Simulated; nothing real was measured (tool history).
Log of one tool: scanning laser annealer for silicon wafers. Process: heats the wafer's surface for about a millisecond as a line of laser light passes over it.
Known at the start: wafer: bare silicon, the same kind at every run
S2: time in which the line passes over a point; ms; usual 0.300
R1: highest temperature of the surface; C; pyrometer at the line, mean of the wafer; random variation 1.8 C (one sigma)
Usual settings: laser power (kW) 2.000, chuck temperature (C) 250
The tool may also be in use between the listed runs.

{"run": 1, "hour": 0.0, "laser power (kW)": 2.0, "S2": 0.3, "chuck temperature (C)": 250, "R1": 1027}
{"run": 2, "hour": 10.7, "laser power (kW)": 2.0, "S2": 0.3, "chuck temperature (C)": 250, "R1": 1025}
{"run": 3, "hour": 22.6, "laser power (kW)": 2.0, "S2": 0.3, "chuck temperature (C)": 250, "R1": 1028}
{"run": 4, "hour": 33.4, "laser power (kW)": 1.815, "S2": 0.3, "chuck temperature (C)": 250, "R1": 938}
{"run": 5, "hour": 39.3, "laser power (kW)": 2.0, "S2": 0.3, "chuck temperature (C)": 250, "R1": 1027}
{"run": 6, "hour": 51.0, "laser power (kW)": 2.0, "S2": 0.3, "chuck temperature (C)": 250, "R1": 1026}
{"run": 7, "hour": 56.6, "laser power (kW)": 2.0, "S2": 0.3, "chuck temperature (C)": 250, "R1": 1028}
{"run": 8, "hour": 66.2, "laser power (kW)": 2.0, "S2": 0.3, "chuck temperature (C)": 250, "R1": 1028}
{"run": 9, "hour": 77.0, "laser power (kW)": 1.988, "S2": 0.268, "chuck temperature (C)": 266, "R1": 992}
{"run": 10, "hour": 84.4, "laser power (kW)": 1.988, "S2": 0.268, "chuck temperature (C)": 266, "R1": 994}
{"run": 11, "hour": 94.9, "laser power (kW)": 2.154, "S2": 0.251, "chuck temperature (C)": 215, "R1": 989}
{"run": 12, "hour": 106.8, "laser power (kW)": 2.154, "S2": 0.251, "chuck temperature (C)": 215, "R1": 992}
{"run": 13, "hour": 117.9, "laser power (kW)": 2.0, "S2": 0.268, "chuck temperature (C)": 250, "R1": 982}
{"run": 14, "hour": 130.4, "laser power (kW)": 2.0, "S2": 0.245, "chuck temperature (C)": 250, "R1": 949}
{"run": 15, "hour": 141.3, "laser power (kW)": 2.155, "S2": 0.245, "chuck temperature (C)": 250, "R1": 1017}

Some steps in R1 between neighbouring runs. How much of each would the tool show without its hidden state too (settings, what came in, random variation), and how much is left for the hidden state, with any gauge scatter that isn't in both results?
The hidden state here: light that passes the window, % of a clean one's; laser's true power over the reading, %; width of the line over the set one, %; drift of the gauge itself on peak_c, C.
Run 3 -> 4: laser power (kW) 2.000 -> 1.815. R1 -90 C: hidden state +0, all else -90.
Run 5 -> 6: no setting changed, nothing entered. R1 -1 C: hidden state -1, all else +0.

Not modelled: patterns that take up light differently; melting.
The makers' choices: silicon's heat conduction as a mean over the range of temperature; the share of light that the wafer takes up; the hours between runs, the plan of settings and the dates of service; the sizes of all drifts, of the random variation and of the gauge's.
